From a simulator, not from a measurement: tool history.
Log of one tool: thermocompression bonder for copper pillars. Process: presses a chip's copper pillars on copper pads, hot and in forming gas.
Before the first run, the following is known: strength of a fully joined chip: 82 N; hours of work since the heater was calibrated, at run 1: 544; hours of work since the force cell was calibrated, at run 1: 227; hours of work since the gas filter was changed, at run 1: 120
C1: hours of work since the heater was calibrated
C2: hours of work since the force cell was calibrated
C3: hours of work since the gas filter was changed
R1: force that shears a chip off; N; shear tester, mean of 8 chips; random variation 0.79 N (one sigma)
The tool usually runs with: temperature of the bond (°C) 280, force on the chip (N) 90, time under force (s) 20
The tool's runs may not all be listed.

Run 1, hour 0.0: usual settings; C1 544; C2 227; C3 120. Result: R1 59.8 N.
Run 2, hour 35.9: usual settings but force on the chip (N) 110; C1 569; C2 252; C3 145. Result: R1 65.7 N.
Run 3, hour 65.8: usual settings but force on the chip (N) 110; C1 590; C2 273; C3 166. Result: R1 64.2 N.
Run 4, hour 100.0: usual settings but force on the chip (N) 110; C1 614; C2 297; C3 190. Result: R1 63.5 N.
At hour 113.2: forming gas filter changed.
Run 5, hour 142.6: usual settings but force on the chip (N) 110; C1 644; C2 327; C3 21. Result: R1 71.3 N.
Run 6, hour 184.7: usual settings but force on the chip (N) 63; C1 673; C2 356; C3 50. Result: R1 46.9 N.
Run 7, hour 217.8: usual settings but temperature of the bond (°C) 295; C1 696; C2 379; C3 73. Result: R1 64.6 N.
Run 8, hour 273.5: usual settings; C1 735; C2 419; C3 113. Result: R1 59.3 N.
Run 9, hour 319.9: usual settings; C1 768; C2 451; C3 145. Result: R1 60.3 N.
Run 10, hour 368.5: usual settings; C1 802; C2 485; C3 179. Result: R1 57.4 N.
At hour 390.0: heater calibrated with a thermocouple chip.
At hour 399.7: forming gas filter changed.
Run 11, hour 414.9: usual settings; C1 17; C2 516; C3 11. Result: R1 66.6 N.
Run 12, hour 445.9: usual settings; C1 39; C2 538; C3 32. Result: R1 65.9 N.
Run 13, hour 497.0: usual settings; C1 75; C2 574; C3 68. Result: R1 64.8 N.
Run 14, hour 547.6: usual settings but force on the chip (N) 128; C1 110; C2 609; C3 104. Result: R1 73.1 N.
Run 15, hour 589.8: usual settings but force on the chip (N) 128; C1 140; C2 639; C3 133. Result: R1 71.7 N.
Run 16, hour 621.4: usual settings but time under force (s) 10; C1 162; C2 661; C3 156. Result: R1 52.8 N.
Run 17, hour 650.5: usual settings but time under force (s) 56; C1 183; C2 682; C3 176. Result: R1 70.4 N.
At hour 681.8: forming gas filter changed.
At hour 692.8: heater calibrated with a thermocouple chip, once more.
Run 18, hour 695.3: usual settings but time under force (s) 56; C1 2; C2 711; C3 8. Result: R1 74.5 N.
Run 19, hour 718.4: usual settings but force on the chip (N) 64, time under force (s) 54; C1 18; C2 727; C3 24. Result: R1 59.5 N.
Run 20, hour 774.8: usual settings but temperature of the bond (°C) 256, force on the chip (N) 97; C1 58; C2 767; C3 64. Result: R1 51.2 N.
Run 21, hour 800.8: usual settings but temperature of the bond (°C) 275, force on the chip (N) 100; C1 76; C2 785; C3 82. Result: R1 58.2 N.
Run 22, hour 846.4: usual settings but temperature of the bond (°C) 275, force on the chip (N) 100; C1 108; C2 817; C3 114. Result: R1 58.0 N.
Run 23, hour 877.9: usual settings but temperature of the bond (°C) 275, force on the chip (N) 100; C1 130; C2 839; C3 136. Result: R1 56.6 N.
Run 24, hour 932.3: usual settings but temperature of the bond (°C) 275, force on the chip (N) 100; C1 168; C2 878; C3 174. Result: R1 56.1 N.
Run 25, hour 963.7: usual settings but temperature of the bond (°C) 275, force on the chip (N) 100; C1 190; C2 900; C3 197. Result: R1 54.9 N.
At hour 969.2: forming gas filter changed.
Run 26, hour 987.2: usual settings but force on the chip (N) 124, time under force (s) 23; C1 206; C2 916; C3 13. Result: R1 72.5 N.
Run 27, hour 1021.9: usual settings but force on the chip (N) 124, time under force (s) 23; C1 231; C2 940; C3 37. Result: R1 71.8 N.
Run 28, hour 1077.6: usual settings but temperature of the bond (°C) 281, force on the chip (N) 124, time under force (s) 12; C1 270; C2 979; C3 76. Result: R1 63.7 N.
Run 29, hour 1106.7: usual settings but temperature of the bond (°C) 293, force on the chip (N) 73, time under force (s) 22; C1 290; C2 1000; C3 96. Result: R1 55.1 N.
Run 30, hour 1158.1: usual settings but temperature of the bond (°C) 293, force on the chip (N) 110, time under force (s) 22; C1 326; C2 1036; C3 133. Result: R1 67.7 N.
Run 31, hour 1195.9: usual settings but temperature of the bond (°C) 304, force on the chip (N) 132, time under force (s) 19; C1 353; C2 1062; C3 159. Result: R1 70.0 N.
Run 32, hour 1249.9: usual settings but temperature of the bond (°C) 283, force on the chip (N) 132, time under force (s) 12; C1 391; C2 1100; C3 197. Result: R1 62.4 N.
At hour 1254.7: forming gas filter changed.
Run 33, hour 1294.8: usual settings but temperature of the bond (°C) 283, force on the chip (N) 132, time under force (s) 12; C1 422; C2 1131; C3 28. Result: R1 69.1 N.
Run 34, hour 1344.6: usual settings but temperature of the bond (°C) 283, force on the chip (N) 132, time under force (s) 12; C1 457; C2 1166; C3 63. Result: R1 66.8 N.

Hidden state at the last listed run before each entry between runs and at the first one after, where it differs:
Runs 4 to 5: forming gas filter changed (hour 113.2)
  true temperature of the bond over the reading, C: 8.7 -> 9.2; force that reaches the chip, % of what is set: 98.5 -> 98.4; oxide that the forming gas leaves, % of the face: 11.01 -> 1.75
  measured less the result without the state, R1: -5.1 -> +1.6 N
Runs 10 to 11: heater calibrated with a thermocouple chip (hour 390.0); forming gas filter changed (hour 399.7)
  true temperature of the bond over the reading, C: 11.7 -> 20.4; force that reaches the chip, % of what is set: 97.8 -> 97.7; oxide that the forming gas leaves, % of the face: 11.14 -> 1.23
  measured less the result without the state, R1: -3.1 -> +6.3 N
Runs 17 to 18: forming gas filter changed (hour 681.8); heater calibrated with a thermocouple chip, once more (hour 692.8)
  true temperature of the bond over the reading, C: 23 -> 0.3; oxide that the forming gas leaves, % of the face: 10.99 -> 1.11
  measured less the result without the state, R1: -3.9 -> -1.3 N
Runs 25 to 26: forming gas filter changed (hour 969.2)
  true temperature of the bond over the reading, C: 3.3 -> 3.6; force that reaches the chip, % of what is set: 96.4 -> 96.3; oxide that the forming gas leaves, % of the face: 12.22 -> 1.34
  measured less the result without the state, R1: -7.6 -> -0.6 N
Runs 32 to 33: forming gas filter changed (hour 1254.7)
  true temperature of the bond over the reading, C: 6.5 -> 7; force that reaches the chip, % of what is set: 95.7 -> 95.6; oxide that the forming gas leaves, % of the face: 12.13 -> 2.18
  measured less the result without the state, R1: -7.6 -> -0.4 N
